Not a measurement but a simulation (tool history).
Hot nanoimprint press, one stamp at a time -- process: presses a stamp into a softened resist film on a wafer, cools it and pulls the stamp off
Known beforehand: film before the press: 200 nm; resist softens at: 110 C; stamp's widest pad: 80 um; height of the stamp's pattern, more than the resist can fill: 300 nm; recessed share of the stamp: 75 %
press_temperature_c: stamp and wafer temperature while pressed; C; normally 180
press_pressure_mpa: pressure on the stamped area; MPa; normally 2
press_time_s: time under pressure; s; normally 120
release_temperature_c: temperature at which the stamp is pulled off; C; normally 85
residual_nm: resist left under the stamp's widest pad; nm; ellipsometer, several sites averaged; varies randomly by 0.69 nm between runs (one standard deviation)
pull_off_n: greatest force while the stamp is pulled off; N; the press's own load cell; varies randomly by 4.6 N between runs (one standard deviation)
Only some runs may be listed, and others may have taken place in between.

| run | hour | press_temperature_c | press_pressure_mpa | press_time_s | release_temperature_c | residual_nm | pull_off_n |
|---|---|---|---|---|---|---|---|
| 1 | 0 | 180 | 2 | 120 | 85 | 78 | 234 |
| 2 | 51.3 | 180 | 2 | 120 | 85 | 78.2 | 232 |
| 3 | 97.8 | 180 | 2.84 | 120 | 85 | 64.5 | 246 |
| 4 | 123.1 | 180 | 2.84 | 120 | 85 | 64.2 | 242 |
| 5 | 145 | 180 | 2.84 | 120 | 85 | 63.6 | 250 |
| 6 | 191.1 | 180 | 2.84 | 120 | 85 | 62.9 | 253 |
|  | 209.9 | stamp cleaned and given a new release coat |
| 7 | 244.9 | 180 | 2 | 120 | 85 | 77 | 224 |
| 8 | 272.3 | 180 | 2 | 120 | 85 | 75.5 | 232 |
| 9 | 317.5 | 180 | 2 | 120 | 85 | 76.6 | 237 |
| 10 | 368.9 | 180 | 2 | 120 | 85 | 75.5 | 242 |
| 11 | 391.8 | 192 | 2 | 120 | 89 | 47.6 | 217 |
| 12 | 418.4 | 183 | 1.39 | 110 | 83 | 84 | 254 |
| 13 | 439.4 | 183 | 1.39 | 110 | 83 | 83.8 | 262 |
| 14 | 467.3 | 183 | 1.39 | 110 | 83 | 84.4 | 256 |

Run 15 has not been measured yet. What should we expect?
|  | 477.8 | stamp cleaned and given a new release coat |
| 15 | 517.6 | 183 | 1.39 | 110 | 83 | ? | ? |

residual_nm: 83.5 nm
pull_off_n: 235 N
Take away the tool's hidden state, keep the run-to-run variation as it was, and the same run would have given residual_nm 89.2 nm, pull_off_n 239 N.
